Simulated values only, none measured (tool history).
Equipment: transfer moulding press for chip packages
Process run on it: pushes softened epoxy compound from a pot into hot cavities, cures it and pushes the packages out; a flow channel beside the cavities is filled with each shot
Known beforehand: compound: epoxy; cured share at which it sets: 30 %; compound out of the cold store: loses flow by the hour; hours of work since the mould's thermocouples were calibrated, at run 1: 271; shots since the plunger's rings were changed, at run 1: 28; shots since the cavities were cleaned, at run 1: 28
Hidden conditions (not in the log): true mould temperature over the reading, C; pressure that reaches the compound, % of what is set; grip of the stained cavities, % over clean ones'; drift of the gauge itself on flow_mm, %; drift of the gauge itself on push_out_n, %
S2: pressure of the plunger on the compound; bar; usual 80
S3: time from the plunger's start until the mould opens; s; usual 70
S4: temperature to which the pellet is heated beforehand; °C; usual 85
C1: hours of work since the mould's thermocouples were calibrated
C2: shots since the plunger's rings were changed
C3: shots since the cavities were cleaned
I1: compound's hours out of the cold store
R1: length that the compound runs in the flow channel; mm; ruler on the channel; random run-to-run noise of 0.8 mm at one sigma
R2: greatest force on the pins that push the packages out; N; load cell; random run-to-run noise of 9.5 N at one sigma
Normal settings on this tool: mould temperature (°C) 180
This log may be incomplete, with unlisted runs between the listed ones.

Run 1, day 0: usual settings; C1 271; C2 28; C3 28; I1 46.5. Result: R1 486.4 mm, R2 432 N.
Run 2, day 2.062: usual settings; C1 293; C2 578; C3 578; I1 10. Result: R1 568.1 mm, R2 617 N.
At day 3.625: mould's thermocouples calibrated.
At day 3.938: cavities cleaned with cleaning compound and waxed.
Run 3, day 4.004: usual settings; C1 3; C2 1057; C3 18; I1 40.4. Result: R1 494.6 mm, R2 404 N.
Run 4, day 6.321: usual settings but S3 60 s; C1 28; C2 1676; C3 637; I1 33.7. Result: R1 506.2 mm, R2 841 N.
At day 7.904: cavities cleaned with cleaning compound and waxed.
Run 5, day 8.304: usual settings but S3 60 s; C1 48; C2 2188; C3 107; I1 28. Result: R1 516.2 mm, R2 671 N.
At day 10.283: plunger's sealing rings changed.
Run 6, day 10.592: usual settings but S3 60 s; C1 71; C2 82; C3 690; I1 22.9. Result: R1 540.5 mm, R2 903 N.
At day 11.992: cavities cleaned with cleaning compound and waxed.
Run 7, day 14.438: usual settings but S3 60 s; C1 111; C2 1091; C3 653; I1 47.4. Result: R1 480 mm, R2 801 N.
At day 15.921: cavities cleaned with cleaning compound and waxed.
Run 8, day 18.288: usual settings but S2 69 bar; C1 151; C2 2101; C3 631; I1 37. Result: R1 463.3 mm, R2 540 N.
At day 19.858: cavities cleaned with cleaning compound and waxed.
At day 20.408: plunger's sealing rings changed.
At day 20.908: mould's thermocouples calibrated, once more.
Run 9, day 21.558: usual settings but S2 85.4 bar; C1 7; C2 284; C3 403; I1 42.7. Result: R1 511.5 mm, R2 547 N.
At day 24.071: cavities cleaned with cleaning compound and waxed.
Run 10, day 25.054: usual settings but S3 71 s; C1 43; C2 1201; C3 263; I1 13.1. Result: R1 559.4 mm, R2 537 N.
At day 28.092: cavities cleaned with cleaning compound and waxed.
Run 11, day 28.908: usual settings but S3 71 s; C1 83; C2 2213; C3 218; I1 22.5. Result: R1 530.8 mm, R2 508 N.
At day 30.612: plunger's sealing rings changed.
At day 32.221: cavities cleaned with cleaning compound and waxed.
Run 12, day 32.492: usual settings but S3 71 s; C1 119; C2 485; C3 72; I1 12.6. Result: R1 564.2 mm, R2 487 N.
At day 36.096: cavities cleaned with cleaning compound and waxed.
Run 13, day 36.479: usual settings but S3 71 s; C1 160; C2 1532; C3 102; I1 41.5. Result: R1 491.4 mm, R2 433 N.
Run 14, day 38.725: usual settings but S3 71 s; C1 184; C2 2132; C3 702; I1 41.3. Result: R1 489.3 mm, R2 576 N.
At day 40.012: cavities cleaned with cleaning compound and waxed.
At day 40.7: plunger's sealing rings changed.
Run 15, day 41.283: usual settings but S2 75.5 bar, S3 60 s, S4 77 °C; C1 209; C2 155; C3 311; I1 44. Result: R1 480.2 mm, R2 831 N.
At day 44.092: cavities cleaned with cleaning compound and waxed.
Run 16, day 44.388: usual settings but S3 56 s, S4 89 °C; C1 241; C2 966; C3 78; I1 44. Result: R1 488.9 mm, R2 805 N.
Run 17, day 47.733: usual settings but mould temperature (°C) 184, S2 65.1 bar, S3 74 s, S4 79 °C; C1 276; C2 1859; C3 971; I1 8.5. Result: R1 507 mm, R2 511 N.
At day 48.029: cavities cleaned with cleaning compound and waxed.
At day 50.812: plunger's sealing rings changed.
At day 51.279: mould's thermocouples calibrated.
Run 18, day 51.788: usual settings but mould temperature (°C) 184, S2 96.5 bar, S3 72 s, S4 83 °C; C1 5; C2 238; C3 954; I1 41.7. Result: R1 541.8 mm, R2 505 N.
At day 52.154: cavities cleaned with cleaning compound and waxed.
Run 19, day 53.917: usual settings but S2 92.9 bar; C1 27; C2 789; C3 470; I1 14.9. Result: R1 599.4 mm, R2 633 N.
Run 20, day 55.8: usual settings but S2 92.9 bar; C1 47; C2 1292; C3 973; I1 37.7. Result: R1 539.8 mm, R2 653 N.
At day 56.067: cavities cleaned with cleaning compound and waxed.
Run 21, day 57.917: usual settings but mould temperature (°C) 177, S2 92.9 bar, S3 99 s; C1 69; C2 1840; C3 493; I1 41.2. Result: R1 534.6 mm, R2 379 N.
At day 60.171: cavities cleaned with cleaning compound and waxed.
Run 22, day 60.442: usual settings but mould temperature (°C) 182, S2 66.5 bar, S3 106 s, S4 86 °C; C1 95; C2 2497; C3 73; I1 47.1. Result: R1 431.8 mm, R2 269 N.
At day 61.183: plunger's sealing rings changed.
At day 64.138: cavities cleaned with cleaning compound and waxed.
Run 23, day 64.642: usual settings but mould temperature (°C) 181, S2 64.2 bar, S3 97 s; C1 137; C2 906; C3 134; I1 24.7. Result: R1 474.9 mm, R2 291 N.
Run 24, day 67.767: usual settings but mould temperature (°C) 181, S2 64.2 bar, S3 97 s; C1 170; C2 1740; C3 968; I1 22.7. Result: R1 474.3 mm, R2 410 N.
At day 68.117: cavities cleaned with cleaning compound and waxed.
Run 25, day 70.925: usual settings but S3 65 s, S4 77 °C; C1 203; C2 2566; C3 749; I1 47.8. Result: R1 473.2 mm, R2 744 N.
At day 71.367: plunger's sealing rings changed.
At day 72.146: cavities cleaned with cleaning compound and waxed.
Run 26, day 74.25: usual settings but S3 65 s, S4 77 °C; C1 236; C2 752; C3 561; I1 17.9. Result: R1 550.2 mm, R2 822 N.

Describe how what the log doesn't record of the tool's condition differs between the last listed run preceding each entry between runs and the first listed run following it.
Logged between run 2 and run 3: mould's thermocouples calibrated (day 3.625); cavities cleaned with cleaning compound and waxed (day 3.938)
  true mould temperature over the reading, C: 0.58 -> 0.89; pressure that reaches the compound, % of what is set: 98.44 -> 97.55; grip of the stained cavities, % over clean ones': 37.9 -> 3.1
  measured value less the no-hidden-state value, R1: -5.5 -> -7.5 mm; R2: +151 -> -10 N
Logged between run 4 and run 5: cavities cleaned with cleaning compound and waxed (day 7.904)
  true mould temperature over the reading, C: 0.91 -> 0.93; pressure that reaches the compound, % of what is set: 96.44 -> 95.58; grip of the stained cavities, % over clean ones': 39 -> 9.3
  measured value less the no-hidden-state value, R1: -10.6 -> -13.2 mm; R2: +199 -> +19 N
Logged between run 5 and run 6: plunger's sealing rings changed (day 10.283)
  true mould temperature over the reading, C: 0.93 -> 0.96; pressure that reaches the compound, % of what is set: 95.58 -> 99.79; grip of the stained cavities, % over clean ones': 9.3 -> 41
  measured value less the no-hidden-state value, R1: -13.2 -> -2.1 mm; R2: +19 -> +222 N
Logged between run 6 and run 7: cavities cleaned with cleaning compound and waxed (day 11.992)
  true mould temperature over the reading, C: 0.96 -> 1; pressure that reaches the compound, % of what is set: 99.79 -> 98.17; grip of the stained cavities, % over clean ones': 41 -> 41.8
  measured value less the no-hidden-state value, R1: -2.1 -> -5.8 mm; R2: +222 -> +200 N
Logged between run 7 and run 8: cavities cleaned with cleaning compound and waxed (day 15.921)
  true mould temperature over the reading, C: 1 -> 1.04; pressure that reaches the compound, % of what is set: 98.17 -> 96.33
  measured value less the no-hidden-state value, R1: -5.8 -> -10.1 mm; R2: +200 -> +134 N
Logged between run 8 and run 9: cavities cleaned with cleaning compound and waxed (day 19.858); plunger's sealing rings changed (day 20.408); mould's thermocouples calibrated, once more (day 20.908)
  true mould temperature over the reading, C: 1.04 -> -0.26; pressure that reaches the compound, % of what is set: 96.33 -> 98.96; grip of the stained cavities, % over clean ones': 41.8 -> 29
  measured value less the no-hidden-state value, R1: -10.1 -> -2.3 mm; R2: +134 -> +129 N
Logged between run 9 and run 10: cavities cleaned with cleaning compound and waxed (day 24.071)
  true mould temperature over the reading, C: -0.26 -> -0.23; pressure that reaches the compound, % of what is set: 98.96 -> 97.32; grip of the stained cavities, % over clean ones': 29 -> 19
  measured value less the no-hidden-state value, R1: -2.3 -> -7.2 mm; R2: +129 -> +92 N
Logged between run 10 and run 11: cavities cleaned with cleaning compound and waxed (day 28.092)
  true mould temperature over the reading, C: -0.23 -> -0.19; pressure that reaches the compound, % of what is set: 97.32 -> 95.53; grip of the stained cavities, % over clean ones': 19 -> 15.9
  measured value less the no-hidden-state value, R1: -7.2 -> -12 mm; R2: +92 -> +74 N
Logged between run 11 and run 12: plunger's sealing rings changed (day 30.612); cavities cleaned with cleaning compound and waxed (day 32.221)
  true mould temperature over the reading, C: -0.19 -> -0.15; pressure that reaches the compound, % of what is set: 95.53 -> 99.11; grip of the stained cavities, % over clean ones': 15.9 -> 5.4
  measured value less the no-hidden-state value, R1: -12 -> -2.3 mm; R2: +74 -> +30 N
Logged between run 12 and run 13: cavities cleaned with cleaning compound and waxed (day 36.096)
  true mould temperature over the reading, C: -0.15 -> -0.11; pressure that reaches the compound, % of what is set: 99.11 -> 97.17; grip of the stained cavities, % over clean ones': 5.4 -> 8.3
  measured value less the no-hidden-state value, R1: -2.3 -> -6.9 mm; R2: +30 -> +36 N
Logged between run 14 and run 15: cavities cleaned with cleaning compound and waxed (day 40.012); plunger's sealing rings changed (day 40.7)
  true mould temperature over the reading, C: -0.09 -> -0.06; pressure that reaches the compound, % of what is set: 96.07 -> 99.64; grip of the stained cavities, % over clean ones': 42 -> 25.7
  measured value less the no-hidden-state value, R1: -9.8 -> -0.8 mm; R2: +172 -> +173 N
Logged between run 15 and run 16: cavities cleaned with cleaning compound and waxed (day 44.092)
  true mould temperature over the reading, C: -0.06 -> -0.03; pressure that reaches the compound, % of what is set: 99.64 -> 98.22; grip of the stained cavities, % over clean ones': 25.7 -> 6.9
  measured value less the no-hidden-state value, R1: -0.8 -> -4.3 mm; R2: +173 -> +53 N
Logged between run 17 and run 18: cavities cleaned with cleaning compound and waxed (day 48.029); plunger's sealing rings changed (day 50.812); mould's thermocouples calibrated (day 51.279)
  true mould temperature over the reading, C: 0 -> -0.31; pressure that reaches the compound, % of what is set: 96.61 -> 99.18; grip of the stained cavities, % over clean ones': 50.6 -> 52.8
  measured value less the no-hidden-state value, R1: -8.9 -> -1.8 mm; R2: +172 -> +178 N
Logged between run 18 and run 19: cavities cleaned with cleaning compound and waxed (day 52.154)
  true mould temperature over the reading, C: -0.31 -> -0.29; pressure that reaches the compound, % of what is set: 99.18 -> 98.21; grip of the stained cavities, % over clean ones': 52.8 -> 33.5
  measured value less the no-hidden-state value, R1: -1.8 -> -4.9 mm; R2: +178 -> +167 N
Logged between run 20 and run 21: cavities cleaned with cleaning compound and waxed (day 56.067)
  true mould temperature over the reading, C: -0.27 -> -0.25; pressure that reaches the compound, % of what is set: 97.4 -> 96.46; grip of the stained cavities, % over clean ones': 51.7 -> 34.3
  measured value less the no-hidden-state value, R1: -6.7 -> -9.3 mm; R2: +230 -> +99 N
Logged between run 21 and run 22: cavities cleaned with cleaning compound and waxed (day 60.171)
  true mould temperature over the reading, C: -0.25 -> -0.22; pressure that reaches the compound, % of what is set: 96.46 -> 95.45; grip of the stained cavities, % over clean ones': 34.3 -> 6.5
  measured value less the no-hidden-state value, R1: -9.3 -> -9.8 mm; R2: +99 -> +17 N
Logged between run 22 and run 23: plunger's sealing rings changed (day 61.183); cavities cleaned with cleaning compound and waxed (day 64.138)
  true mould temperature over the reading, C: -0.22 -> -0.18; pressure that reaches the compound, % of what is set: 95.45 -> 97.47; grip of the stained cavities, % over clean ones': 6.5 -> 12.1
  measured value less the no-hidden-state value, R1: -9.8 -> -5.8 mm; R2: +17 -> +31 N
Logged between run 24 and run 25: cavities cleaned with cleaning compound and waxed (day 68.117)
  true mould temperature over the reading, C: -0.15 -> -0.12; pressure that reaches the compound, % of what is set: 96.08 -> 94.65; grip of the stained cavities, % over clean ones': 52.4 -> 46
  measured value less the no-hidden-state value, R1: -9.3 -> -13 mm; R2: +141 -> +236 N
Logged between run 25 and run 26: plunger's sealing rings changed (day 71.367); cavities cleaned with cleaning compound and waxed (day 72.146)
  true mould temperature over the reading, C: -0.12 -> -0.09; pressure that reaches the compound, % of what is set: 94.65 -> 98.39; grip of the stained cavities, % over clean ones': 46 -> 35.4
  measured value less the no-hidden-state value, R1: -13 -> -4.3 mm; R2: +236 -> +218 N
